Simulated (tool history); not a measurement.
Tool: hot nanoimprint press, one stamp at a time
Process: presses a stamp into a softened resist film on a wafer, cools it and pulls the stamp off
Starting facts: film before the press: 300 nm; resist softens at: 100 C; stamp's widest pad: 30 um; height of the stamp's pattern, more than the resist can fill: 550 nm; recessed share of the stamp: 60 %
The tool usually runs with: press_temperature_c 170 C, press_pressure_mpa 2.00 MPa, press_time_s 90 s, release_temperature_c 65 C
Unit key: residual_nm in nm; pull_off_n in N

run    day  press_temperature_c  press_pressure_mpa  press_time_s  release_temperature_c  residual_nm  pull_off_n
  1  0.000                  170                2.00            90                     65        108.1         195
  2  0.283                  170                2.00            90                     65        108.1         189
  3  0.488                  170                2.00            90                     58        107.8         217
  4  0.808                  170                2.00            90                     58        107.0         209
  5  0.979                  170                2.00           150                     65         90.1         204
  6  1.138                  176                2.00            90                     65         86.8         199
  7  1.396                  176                2.00            90                     65         86.3         202
  8  1.688                  176                2.00            90                     65         87.2         202
  9  2.071                  170                2.00            90                     65        107.6         204
 10  2.279                  170                2.00            90                     56        107.4         224
 11  2.612                  170                2.00            90                     65        107.3         206
 12  2.867                  170                2.00            90                     65        107.6         212
 13  3.117                  170                2.00            90                     67        107.1         200
 14  3.471                  181                2.00            90                     65         72.6         209
     3.621  -- plate thermocouple calibrated
 15  3.817                  181                2.00            90                     65         71.8         205
 16  4.004                  181                2.00            90                     65         72.6         212
 17  4.229                  181                2.00            90                     65         72.8         210
 18  4.567                  170                2.00            87                     65        107.5         217
 19  4.938                  170                2.00            87                     65        107.4         218
     5.425  -- plate thermocouple calibrated, once more
 20  5.425                  173                1.63           134                     55        101.8         252
 21  5.592                  177                2.00            90                     65         89.2         230
 22  5.883                  170                2.00            47                     62        140.8         229
 23  6.183                  181                2.19           172                     65         58.5         232
 24  6.362                  164                1.47           120                     64        154.8         242
 25  6.579                  171                2.00            90                     65        109.7         238
 26  6.917                  161                1.78            65                     58        184.7         267
 27  7.158                  170                2.00            90                     65        113.6         238
 28  7.471                  170                2.00            90                     65        114.1         241
 29  7.754                  166                2.52           173                     70         92.8         212

Below are 4 alternative next runs, each starting from the tool's condition after run 29. Predict each:
  A  8.050                  166                1.38            60                     58            ?           ?
  B  8.050                  166                2.74           108                     70            ?           ?
  C  8.050                  170                2.00            90                     73            ?           ?
  D  8.050                  166                1.57            46                     62            ?           ?

run  residual_nm  pull_off_n
  A        180.8         259
  B        103.2         223
  C        114.6         214
  D        183.7         248
Stripped of hidden state, with their random variation kept, the same runs would have yielded:
run  residual_nm  pull_off_n
  A        180.2         197
  B        102.3         170
  C        113.9         162
  D        183.0         189
